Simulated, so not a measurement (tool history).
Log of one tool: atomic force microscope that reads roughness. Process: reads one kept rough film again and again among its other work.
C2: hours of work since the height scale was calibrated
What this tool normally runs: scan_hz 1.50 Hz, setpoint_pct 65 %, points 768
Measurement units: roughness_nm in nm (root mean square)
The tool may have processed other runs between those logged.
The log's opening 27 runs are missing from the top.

Run 28, hour 619.0: usual settings but scan_hz 1.82 Hz, setpoint_pct 57 %, points 345; pictures with this tip 135; C2 65. Result: roughness_nm 5.106 nm (root mean square).
Run 29, hour 638.7: usual settings but scan_hz 0.54 Hz, setpoint_pct 78 %; pictures with this tip 161; C2 81. Result: roughness_nm 5.097 nm (root mean square).
Run 30, hour 655.4: usual settings but scan_hz 3.78 Hz, setpoint_pct 81 %, points 774; pictures with this tip 183; C2 94. Result: roughness_nm 3.758 nm (root mean square).
Run 31, hour 678.7: usual settings but scan_hz 0.64 Hz, setpoint_pct 58 %; pictures with this tip 213; C2 112. Result: roughness_nm 5.121 nm (root mean square).
Run 32, hour 696.0: usual settings but scan_hz 0.64 Hz, setpoint_pct 58 %; pictures with this tip 236; C2 126. Result: roughness_nm 5.090 nm (root mean square).
Run 33, hour 720.4: usual settings but scan_hz 1.68 Hz, setpoint_pct 67 %, points 262; pictures with this tip 268; C2 145. Result: roughness_nm 4.780 nm (root mean square).
Run 34, hour 736.4: usual settings but points 370; pictures with this tip 289; C2 158. Result: roughness_nm 4.786 nm (root mean square).
Run 35, hour 752.1: usual settings but scan_hz 1.85 Hz, setpoint_pct 89 %; pictures with this tip 309; C2 170. Result: roughness_nm 3.988 nm (root mean square).
Run 36, hour 778.8: usual settings but scan_hz 1.42 Hz, setpoint_pct 88 %, points 775; pictures with this tip 344; C2 191. Result: roughness_nm 4.179 nm (root mean square).
At hour 792.5: new tip fitted.
Run 37, hour 813.2: usual settings but scan_hz 1.42 Hz, setpoint_pct 88 %, points 775; pictures with this tip 27; C2 217. Result: roughness_nm 4.579 nm (root mean square).
Run 38, hour 830.0: usual settings but scan_hz 1.42 Hz, setpoint_pct 88 %, points 775; pictures with this tip 49; C2 231. Result: roughness_nm 4.501 nm (root mean square).
Run 39, hour 844.7: usual settings but scan_hz 1.19 Hz, setpoint_pct 59 %; pictures with this tip 68; C2 242. Result: roughness_nm 5.250 nm (root mean square).
Run 40, hour 864.4: usual settings but scan_hz 0.62 Hz, setpoint_pct 61 %, points 434; pictures with this tip 94; C2 258. Result: roughness_nm 5.304 nm (root mean square).
Run 41, hour 888.4: usual settings but setpoint_pct 80 %; pictures with this tip 125; C2 277. Result: roughness_nm 4.626 nm (root mean square).
Run 42, hour 904.0: usual settings but points 769; pictures with this tip 146; C2 289. Result: roughness_nm 4.994 nm (root mean square).
Run 43, hour 921.1: usual settings but points 769; pictures with this tip 168; C2 302. Result: roughness_nm 4.950 nm (root mean square).
Run 44, hour 947.7: usual settings but scan_hz 2.41 Hz, setpoint_pct 74 %, points 613; pictures with this tip 203; C2 323. Result: roughness_nm 4.462 nm (root mean square).
Run 45, hour 968.9: usual settings but scan_hz 1.58 Hz, setpoint_pct 71 %, points 792; pictures with this tip 231; C2 340. Result: roughness_nm 4.742 nm (root mean square).
Run 46, hour 1001.9: usual settings but setpoint_pct 79 %; pictures with this tip 274; C2 366. Result: roughness_nm 4.504 nm (root mean square).
Run 47, hour 1017.3: usual settings but scan_hz 0.69 Hz, setpoint_pct 69 %; pictures with this tip 294; C2 378. Result: roughness_nm 4.904 nm (root mean square).
Run 48, hour 1048.2: usual settings but scan_hz 1.74 Hz, setpoint_pct 60 %, points 894; pictures with this tip 334; C2 402. Result: roughness_nm 4.765 nm (root mean square).
At hour 1070.4: new tip fitted.
Run 49, hour 1074.9: usual settings but scan_hz 1.74 Hz, setpoint_pct 60 %, points 894; pictures with this tip 6; C2 423. Result: roughness_nm 5.234 nm (root mean square).

Forecast each of these 5 alternatives for the next run:
Run A, hour 1094.4: usual settings but scan_hz 0.66 Hz, setpoint_pct 59 %, points 331; pictures with this tip 31; C2 438. Result: roughness_nm ?.
Run B, hour 1094.4: usual settings but scan_hz 1.92 Hz; pictures with this tip 31; C2 438. Result: roughness_nm ?.
Run C, hour 1094.4: usual settings but scan_hz 0.59 Hz, setpoint_pct 60 %, points 843; pictures with this tip 31; C2 438. Result: roughness_nm ?.
Run D, hour 1094.4: usual settings but scan_hz 3.05 Hz, setpoint_pct 83 %, points 282; pictures with this tip 31; C2 438. Result: roughness_nm ?.
Run E, hour 1094.4: usual settings but scan_hz 1.74 Hz, setpoint_pct 60 %, points 531; pictures with this tip 31; C2 438. Result: roughness_nm ?.

run  roughness_nm
  A         5.396
  B         5.074
  C         5.387
  D         4.064
  E         5.213
Take away the tool's hidden state, keep each run's random variation, and the runs would have read:
run  roughness_nm
  A         5.492
  B         5.165
  C         5.483
  D         4.137
  E         5.306

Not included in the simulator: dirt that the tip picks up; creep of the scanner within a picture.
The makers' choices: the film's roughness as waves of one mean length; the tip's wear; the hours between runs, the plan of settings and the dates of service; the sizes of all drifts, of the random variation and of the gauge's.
